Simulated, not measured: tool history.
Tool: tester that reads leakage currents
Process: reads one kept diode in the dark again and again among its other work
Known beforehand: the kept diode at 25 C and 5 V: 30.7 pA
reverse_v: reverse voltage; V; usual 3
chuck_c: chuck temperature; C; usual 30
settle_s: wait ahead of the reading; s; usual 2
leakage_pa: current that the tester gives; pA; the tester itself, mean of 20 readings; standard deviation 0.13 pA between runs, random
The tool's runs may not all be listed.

run,hour,reverse_v,chuck_c,settle_s,leakage_pa
1,0,3,30,2,42.89
2,248,3,30,2,42.2
3,433.6,3,30,2,41.19
4,607.3,15.48,30,2,82.72
5,715.5,15.48,30,2,82.9
6,913.2,3,30,3.14,39.58
7,1167.5,3,30,3.14,38.86
8,1371.8,3,30,3.14,38.41
# hour 1567.4: chuck's temperature calibrated
9,1567.8,3,30,3.14,34.7
10,1778.5,3,30,3.14,34.26
# hour 1839.3: probe card cleaned and baked
11,1984.2,3,30,2,28.11
12,2161.8,3,29,2,25.67
13,2378.6,3,30,0.82,28
14,2608.1,3,30,2,26.82
15,2836.4,3,30,2,26.66
# hour 2878.9: chuck's temperature calibrated, once more
16,3057,3,53,2,220.25
# hour 3131.3: tester calibrated
17,3199.6,3,53,2,222.4
18,3334.5,3,53,2,218.25
19,3536.4,1.55,30,2,31.57
20,3670.2,1.55,30,2,31.14
21,3906.1,1.55,30,2,30.29
22,4078.1,2.01,30,2,32.59
23,4196.3,2.01,28,2,27.96
24,4309.7,3.44,30,0.46,41.07
# hour 4448.8: chuck's temperature calibrated
25,4552.1,3.44,30,0.46,48
26,4667.5,1.07,24,3.09,18.92
27,4790.4,3.27,24,1.58,29.4
28,4904.9,3.27,24,1.58,29.44
29,5161.1,3.99,50,2,191.59
30,5306.8,3.99,50,2,188.59
31,5487.3,3,43,0.37,104.69
# hour 5630: probe card cleaned and baked
32,5646.3,16.17,27,2,46.57
33,5753.9,1.59,21,2,13.15
34,5956.3,3.83,37,0.63,63.92
# hour 6031.9: chuck's temperature calibrated
35,6065.5,16.79,37,3.87,120.21
36,6236,16.79,37,3.87,119
37,6389.6,16.79,37,3.87,118.7
38,6524,1.11,38,1.92,52.17

Branching from run 38: 5 alternative next runs. What would each branch give?
A,6766.1,15.7,24,3.21,?
B,6766.1,6.58,31,0.38,?
C,6766.1,3,33,0.7,?
D,6766.1,9.03,34,0.66,?
E,6766.1,1.03,22,3.67,?

run,leakage_pa
A,47.03
B,57.76
C,48.41
D,78.42
E,13.76
With the hidden condition removed and each run's random variation left untouched, the same runs would have given:
run,leakage_pa
A,41.71
B,59.76
C,52.08
D,81.16
E,14.81
